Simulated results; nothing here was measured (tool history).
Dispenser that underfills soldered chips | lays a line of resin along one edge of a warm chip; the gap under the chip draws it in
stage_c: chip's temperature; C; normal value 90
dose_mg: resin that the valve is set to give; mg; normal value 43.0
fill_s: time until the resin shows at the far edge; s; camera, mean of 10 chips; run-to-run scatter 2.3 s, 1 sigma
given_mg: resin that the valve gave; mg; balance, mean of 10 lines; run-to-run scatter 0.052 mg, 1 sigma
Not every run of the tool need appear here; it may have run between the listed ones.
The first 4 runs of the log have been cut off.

run,hour,stage_c,dose_mg,hours of work since the syringe was changed,hours of work since the valve was cleaned,hours of work since the stage was calibrated,fill_s,given_mg
# hour 10.1: new syringe of resin
5,15.2,90,41.6,4,57,130,314.9,40.70
6,19.7,90,43.0,7,61,133,407.9,42.01
# hour 22.1: new syringe of resin
7,22.6,90,43.0,0,62,135,230.7,41.97
# hour 27.9: dispensing valve cleaned and set on the balance
8,29.1,79,43.0,4,1,139,564.0,43.00
9,34.1,79,43.0,8,5,143,742.8,42.94
# hour 35.1: new syringe of resin
10,37.2,90,43.0,2,7,145,247.5,42.88
11,40.4,81,43.0,4,9,147,472.1,42.93
12,46.1,81,43.0,8,13,152,664.5,42.75
# hour 47.0: new syringe of resin
13,50.3,81,43.0,3,16,154,415.8,42.77
14,54.4,81,43.0,6,19,157,536.7,42.69
# hour 59.0: new syringe of resin
15,59.7,90,43.0,1,23,161,233.7,42.61
16,64.4,94,43.0,4,26,165,265.8,42.55
17,68.2,94,43.0,7,29,167,329.9,42.56
# hour 71.2: new syringe of resin
18,73.8,94,43.0,2,33,171,217.7,42.40
19,79.5,94,43.0,6,37,176,308.9,42.36
# hour 83.1: new syringe of resin
20,83.5,94,43.0,0,40,178,192.0,42.38
21,88.5,77,39.7,4,44,182,580.1,38.96
22,91.1,76,47.7,6,46,184,700.2,46.80
23,93.7,84,47.1,8,48,186,559.1,46.27
# hour 95.1: new syringe of resin
24,97.6,91,47.1,2,50,189,244.3,46.19
25,101.9,92,43.2,5,53,192,307.1,42.35
# hour 107.0: new syringe of resin
26,107.0,99,38.9,0,57,195,150.5,38.04

Forecast run 27:
27,111.8,99,45.4,4,61,199,?,?

{"run 27": {"fill_s": 195.8, "given_mg": 44.37}}
With no hidden state in the tool, this same run would have given fill_s 153.8 s, given_mg 45.46 mg.
